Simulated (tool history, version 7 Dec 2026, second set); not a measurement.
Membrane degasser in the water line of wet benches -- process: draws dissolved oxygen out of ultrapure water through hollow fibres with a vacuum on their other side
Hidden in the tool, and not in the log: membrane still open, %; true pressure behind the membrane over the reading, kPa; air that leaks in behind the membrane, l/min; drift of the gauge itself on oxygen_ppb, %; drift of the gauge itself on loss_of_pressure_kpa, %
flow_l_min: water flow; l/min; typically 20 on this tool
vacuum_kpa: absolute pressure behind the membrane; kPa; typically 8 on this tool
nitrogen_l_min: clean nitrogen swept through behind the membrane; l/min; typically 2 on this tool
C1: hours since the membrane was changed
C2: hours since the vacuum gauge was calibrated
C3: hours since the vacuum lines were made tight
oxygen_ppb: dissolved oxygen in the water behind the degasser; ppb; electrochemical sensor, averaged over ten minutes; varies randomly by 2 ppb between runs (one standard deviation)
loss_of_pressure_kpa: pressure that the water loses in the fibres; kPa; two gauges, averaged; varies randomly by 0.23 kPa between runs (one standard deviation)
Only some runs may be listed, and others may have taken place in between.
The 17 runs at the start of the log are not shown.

run 18 hour=539.6 | flow_l_min=20 vacuum_kpa=8.04 nitrogen_l_min=2.96 | C1=952 C2=2430 C3=5754 | oxygen_ppb=172.5 loss_of_pressure_kpa=59.76
run 19 hour=578.5 | flow_l_min=24 vacuum_kpa=8 nitrogen_l_min=2.03 | C1=991 C2=2469 C3=5793 | oxygen_ppb=257 loss_of_pressure_kpa=72.14
run 20 hour=616.7 | flow_l_min=14 vacuum_kpa=6.19 nitrogen_l_min=3.86 | C1=1029 C2=2507 C3=5832 | oxygen_ppb=77.1 loss_of_pressure_kpa=41.85
run 21 hour=659.5 | flow_l_min=25 vacuum_kpa=6.19 nitrogen_l_min=4.56 | C1=1072 C2=2550 C3=5874 | oxygen_ppb=171.6 loss_of_pressure_kpa=74.55
run 22 hour=689.7 | flow_l_min=20 vacuum_kpa=8 nitrogen_l_min=0.94 | C1=1102 C2=2580 C3=5905 | oxygen_ppb=325.4 loss_of_pressure_kpa=59.86
run 23 hour=734.6 | flow_l_min=26 vacuum_kpa=9.07 nitrogen_l_min=0.94 | C1=1147 C2=2625 C3=5950 | oxygen_ppb=477.8 loss_of_pressure_kpa=77.96
run 24 hour=764.4 | flow_l_min=26 vacuum_kpa=9.07 nitrogen_l_min=0.94 | C1=1177 C2=2655 C3=5979 | oxygen_ppb=485.3 loss_of_pressure_kpa=78.74
run 25 hour=786 | flow_l_min=23 vacuum_kpa=8.7 nitrogen_l_min=2 | C1=1199 C2=2676 C3=6001 | oxygen_ppb=264.2 loss_of_pressure_kpa=69.07
run 26 hour=821.8 | flow_l_min=23 vacuum_kpa=8.7 nitrogen_l_min=2 | C1=1234 C2=2712 C3=6037 | oxygen_ppb=267.1 loss_of_pressure_kpa=68.45
run 27 hour=860.8 | flow_l_min=21 vacuum_kpa=8.7 nitrogen_l_min=2 | C1=1273 C2=2751 C3=6076 | oxygen_ppb=240.6 loss_of_pressure_kpa=62.94
run 28 hour=883.7 | flow_l_min=24 vacuum_kpa=18.19 nitrogen_l_min=1.55 | C1=1296 C2=2774 C3=6099 | oxygen_ppb=632.6 loss_of_pressure_kpa=72.18
run 29 hour=919.7 | flow_l_min=22 vacuum_kpa=19.52 nitrogen_l_min=1.05 | C1=1332 C2=2810 C3=6135 | oxygen_ppb=818.9 loss_of_pressure_kpa=65.98
run 30 hour=951.9 | flow_l_min=22 vacuum_kpa=19.52 nitrogen_l_min=1.05 | C1=1364 C2=2842 C3=6167 | oxygen_ppb=810.3 loss_of_pressure_kpa=66.27
run 31 hour=979.9 | flow_l_min=22 vacuum_kpa=19.52 nitrogen_l_min=1.05 | C1=1392 C2=2870 C3=6195 | oxygen_ppb=820.6 loss_of_pressure_kpa=66.09
run 32 hour=1020.6 | flow_l_min=20 vacuum_kpa=8 nitrogen_l_min=3.58 | C1=1433 C2=2911 C3=6236 | oxygen_ppb=160.1 loss_of_pressure_kpa=60.32

Here are 3 independent what-if runs from the current tool condition. What would each one return?
run A hour=1046.2 | flow_l_min=21 vacuum_kpa=8 nitrogen_l_min=3.58 | C1=1459 C2=2936 C3=6261 | oxygen_ppb=? loss_of_pressure_kpa=?
run B hour=1046.2 | flow_l_min=15 vacuum_kpa=7.87 nitrogen_l_min=3.73 | C1=1459 C2=2936 C3=6261 | oxygen_ppb=? loss_of_pressure_kpa=?
run C hour=1046.2 | flow_l_min=17 vacuum_kpa=7.83 nitrogen_l_min=3.58 | C1=1459 C2=2936 C3=6261 | oxygen_ppb=? loss_of_pressure_kpa=?

run=A oxygen_ppb=172.4 loss_of_pressure_kpa=62.57
run=B oxygen_ppb=105.9 loss_of_pressure_kpa=45.01
run=C oxygen_ppb=128.2 loss_of_pressure_kpa=51.04
What these runs would have given with no unlogged condition in the tool:
run=A oxygen_ppb=161.4 loss_of_pressure_kpa=61.71
run=B oxygen_ppb=98.1 loss_of_pressure_kpa=44.39
run=C oxygen_ppb=119.2 loss_of_pressure_kpa=50.34
